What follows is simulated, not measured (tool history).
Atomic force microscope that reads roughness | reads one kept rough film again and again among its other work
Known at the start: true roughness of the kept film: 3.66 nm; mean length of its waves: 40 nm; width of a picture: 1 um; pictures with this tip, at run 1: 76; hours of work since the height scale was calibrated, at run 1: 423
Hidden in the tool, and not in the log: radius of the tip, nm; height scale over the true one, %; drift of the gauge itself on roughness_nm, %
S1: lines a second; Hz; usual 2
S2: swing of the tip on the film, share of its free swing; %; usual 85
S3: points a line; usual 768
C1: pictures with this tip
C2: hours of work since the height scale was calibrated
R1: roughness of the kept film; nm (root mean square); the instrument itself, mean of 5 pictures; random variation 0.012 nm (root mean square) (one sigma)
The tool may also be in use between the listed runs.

| run | hour | S1 | S2 | S3 | C1 | C2 | R1 |
|---|---|---|---|---|---|---|---|
| 1 | 0 | 2 | 85 | 768 | 76 | 423 | 2.723 |
| 2 | 24.4 | 2 | 85 | 768 | 124 | 441 | 2.688 |
| 3 | 64.4 | 2 | 73 | 768 | 203 | 472 | 2.886 |
|  | 97.1 | new tip fitted |
| 4 | 119 | 2 | 73 | 768 | 44 | 514 | 3.022 |
| 5 | 156.5 | 2 | 82 | 768 | 118 | 542 | 2.778 |
| 6 | 181.7 | 2 | 85 | 768 | 168 | 562 | 2.67 |
| 7 | 209.3 | 2 | 85 | 768 | 223 | 583 | 2.633 |
|  | 231.6 | new tip fitted |
| 8 | 244.1 | 2 | 85 | 768 | 25 | 609 | 2.774 |
| 9 | 284.1 | 2 | 85 | 768 | 104 | 640 | 2.723 |
| 10 | 328.7 | 1.73 | 85 | 768 | 192 | 674 | 2.726 |
|  | 368.4 | new tip fitted |
| 11 | 383.4 | 1.73 | 85 | 768 | 30 | 716 | 2.838 |
| 12 | 413.5 | 1.73 | 85 | 768 | 89 | 739 | 2.793 |
| 13 | 447.1 | 0.64 | 60 | 768 | 156 | 765 | 3.235 |
|  | 452.8 | height scale calibrated on a step standard |
| 14 | 479 | 1.17 | 56 | 768 | 217 | 20 | 3.14 |
|  | 505.3 | new tip fitted |
| 15 | 515.8 | 1.17 | 56 | 641 | 20 | 48 | 3.34 |
| 16 | 561.4 | 1.08 | 67 | 322 | 111 | 83 | 3.195 |
|  | 568 | height scale calibrated on a step standard, once more |
| 17 | 585.5 | 3.99 | 85 | 768 | 157 | 13 | 2.251 |
| 18 | 622.8 | 0.79 | 89 | 753 | 231 | 42 | 2.945 |

Some steps in R1 between neighbouring runs. How much of each would the tool show without its hidden state too (settings, what came in, random variation), and how much is left for the hidden state, with any gauge scatter that isn't in both results?
Run 14 -> 15: S3 768 -> 641, new tip fitted. R1 +0.2 nm (root mean square): hidden state +0.189, all else +0.011.
Run 16 -> 17: S1 1.08 -> 3.99, S2 67 -> 85, S3 322 -> 768, height scale calibrated on a step standard, once more. R1 -0.944 nm (root mean square): hidden state +0.035, all else -0.979.
